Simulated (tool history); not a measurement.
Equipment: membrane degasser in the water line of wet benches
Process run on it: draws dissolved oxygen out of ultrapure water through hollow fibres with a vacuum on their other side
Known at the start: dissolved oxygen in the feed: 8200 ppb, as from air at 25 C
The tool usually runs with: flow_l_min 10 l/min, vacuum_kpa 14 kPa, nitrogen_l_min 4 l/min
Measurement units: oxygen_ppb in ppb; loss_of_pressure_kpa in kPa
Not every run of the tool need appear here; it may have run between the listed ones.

{"run": 1, "day": 0.0, "flow_l_min": 10, "vacuum_kpa": 14, "nitrogen_l_min": 4, "oxygen_ppb": 130.6, "loss_of_pressure_kpa": 43}
{"run": 2, "day": 2.05, "flow_l_min": 10, "vacuum_kpa": 14, "nitrogen_l_min": 2.18, "oxygen_ppb": 182.5, "loss_of_pressure_kpa": 43.11}
{"run": 3, "day": 3.233, "flow_l_min": 10, "vacuum_kpa": 14, "nitrogen_l_min": 2.18, "oxygen_ppb": 181.2, "loss_of_pressure_kpa": 43.15}
{"day": 4.762, "done": "seals of the vacuum lines changed"}
{"run": 4, "day": 5.546, "flow_l_min": 13, "vacuum_kpa": 14, "nitrogen_l_min": 2.18, "oxygen_ppb": 284.1, "loss_of_pressure_kpa": 55.66}
{"run": 5, "day": 7.483, "flow_l_min": 10, "vacuum_kpa": 9, "nitrogen_l_min": 4, "oxygen_ppb": 99.4, "loss_of_pressure_kpa": 42.75}
{"run": 6, "day": 8.754, "flow_l_min": 10, "vacuum_kpa": 9, "nitrogen_l_min": 4, "oxygen_ppb": 98.9, "loss_of_pressure_kpa": 42.89}
{"run": 7, "day": 9.904, "flow_l_min": 10, "vacuum_kpa": 9, "nitrogen_l_min": 4, "oxygen_ppb": 100.8, "loss_of_pressure_kpa": 42.75}
{"run": 8, "day": 11.933, "flow_l_min": 10, "vacuum_kpa": 14, "nitrogen_l_min": 4, "oxygen_ppb": 132.4, "loss_of_pressure_kpa": 42.73}
{"run": 9, "day": 13.15, "flow_l_min": 10, "vacuum_kpa": 14, "nitrogen_l_min": 4, "oxygen_ppb": 128.5, "loss_of_pressure_kpa": 42.72}
{"run": 10, "day": 14.583, "flow_l_min": 10, "vacuum_kpa": 14, "nitrogen_l_min": 4, "oxygen_ppb": 128.4, "loss_of_pressure_kpa": 42.55}
{"run": 11, "day": 16.058, "flow_l_min": 8, "vacuum_kpa": 14, "nitrogen_l_min": 4, "oxygen_ppb": 84.1, "loss_of_pressure_kpa": 34.19}
{"run": 12, "day": 18.104, "flow_l_min": 8, "vacuum_kpa": 14, "nitrogen_l_min": 4, "oxygen_ppb": 82.2, "loss_of_pressure_kpa": 34.19}
{"run": 13, "day": 20.392, "flow_l_min": 8, "vacuum_kpa": 14, "nitrogen_l_min": 4, "oxygen_ppb": 82.4, "loss_of_pressure_kpa": 34.16}
{"run": 14, "day": 21.971, "flow_l_min": 10, "vacuum_kpa": 14, "nitrogen_l_min": 4, "oxygen_ppb": 127.2, "loss_of_pressure_kpa": 42.28}
{"run": 15, "day": 22.992, "flow_l_min": 10, "vacuum_kpa": 14, "nitrogen_l_min": 4, "oxygen_ppb": 130.2, "loss_of_pressure_kpa": 42.98}

The next listed run, before its measurement:
{"run": 16, "day": 25.1, "flow_l_min": 9, "vacuum_kpa": 14, "nitrogen_l_min": 4, "oxygen_ppb": "?", "loss_of_pressure_kpa": "?"}

For run 16 the tool returned oxygen_ppb 106 ppb, loss_of_pressure_kpa 38.06 kPa.
Were there no unlogged condition in the tool, this run, its random variation unchanged, would have produced oxygen_ppb 106 ppb, loss_of_pressure_kpa 38.74 kPa.
